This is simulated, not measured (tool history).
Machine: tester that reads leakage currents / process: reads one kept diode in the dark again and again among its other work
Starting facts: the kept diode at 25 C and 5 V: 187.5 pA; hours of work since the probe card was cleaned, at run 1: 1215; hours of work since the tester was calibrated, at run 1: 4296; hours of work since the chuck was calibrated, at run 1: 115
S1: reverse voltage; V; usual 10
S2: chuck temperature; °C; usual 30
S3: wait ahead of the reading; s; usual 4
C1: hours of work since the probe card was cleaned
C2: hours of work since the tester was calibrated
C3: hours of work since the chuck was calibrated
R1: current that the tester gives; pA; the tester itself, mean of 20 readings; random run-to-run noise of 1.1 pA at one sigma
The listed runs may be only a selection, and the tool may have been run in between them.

run    hour    S1  S2    S3    C1    C2   C3       R1
  1       0    10  30     4  1215  4296  115   371.03
  2   103.4    10  54     4  1294  4375  194  1875.56
  3   267.3    10  30     4  1419  4500  319   369.83
  4   396.6    10  30     4  1517  4598  418   370.13
      565.5  -- probe card cleaned and baked
  5   586.3    10  30  1.13    16  4740  560   370.51
  6   781.3    10  45  1.13   164  4889  708  1051.18
        967  -- chuck's temperature calibrated
  7     967    10  45  1.13   304  5029    0  1052.21
  8  1064.7    10  45  1.13   379  5103   74  1049.39
  9  1192.5    10  45  1.13   476  5201  172  1053.52
     1306.7  -- tester calibrated
 10  1338.2    10  45  1.13   586    24  281  1050.09
 11  1449.4    10  45  1.13   670   109  366  1050.03
 12    1619    10  45  1.13   800   238  495  1049.25
 13  1811.5    10  30     4   946   385  642   369.33
 14  1957.7   1.6  28  1.04  1058   496  753   141.94
     2087.3  -- chuck's temperature calibrated
 15  2098.9   1.6  44  1.04  1164   602    9   434.43
 16  2272.7  15.2  46  0.33  1296   734  141   1355.5
 17  2426.9  15.2  51  3.06  1414   852  259  1862.71
 18  2538.3  15.2  51  3.06  1498   937  344  1868.76
     2734.2  -- probe card cleaned and baked
 19    2744  15.2  51  3.06     7  1091  498   1868.9
 20    2830   4.7  30   4.7    73  1157  564   264.05
 21  2988.8   5.9  28  0.56   194  1278  685   251.48
 22  3086.5   1.6  30     4   268  1352  759   163.18
     3210.8  -- chuck's temperature calibrated
 23  3236.1   1.8  30  1.66   381  1465   19   172.81
 24  3413.8  13.6  22   0.6   516  1600  155   233.78
 25    3516  13.6  22   0.6   594  1678  232   232.92

Pick out some run-to-run changes in R1. Of each, how much would a tool without hidden state show as well, from the settings, what came in and chance, and how much is left for the hidden state and any gauge scatter not in both results compared?
Hidden conditions of the tool in this case: stray current of the dirty probe card, pA a volt; current scale over the true one, %; true chuck temperature over the reading, C; drift of the gauge itself on leakage_pa, %.
Run 2 -> 3: S2 54 -> 30. R1 -1505.73 pA: hidden state +0.24, all else -1505.97.
Run 6 -> 7: chuck's temperature calibrated. R1 +1.03 pA: hidden state +0.94, all else +0.09.
Run 19 -> 20: S1 15.2 -> 4.7, S2 51 -> 30, S3 3.06 -> 4.7. R1 -1604.85 pA: hidden state +0.92, all else -1605.77.

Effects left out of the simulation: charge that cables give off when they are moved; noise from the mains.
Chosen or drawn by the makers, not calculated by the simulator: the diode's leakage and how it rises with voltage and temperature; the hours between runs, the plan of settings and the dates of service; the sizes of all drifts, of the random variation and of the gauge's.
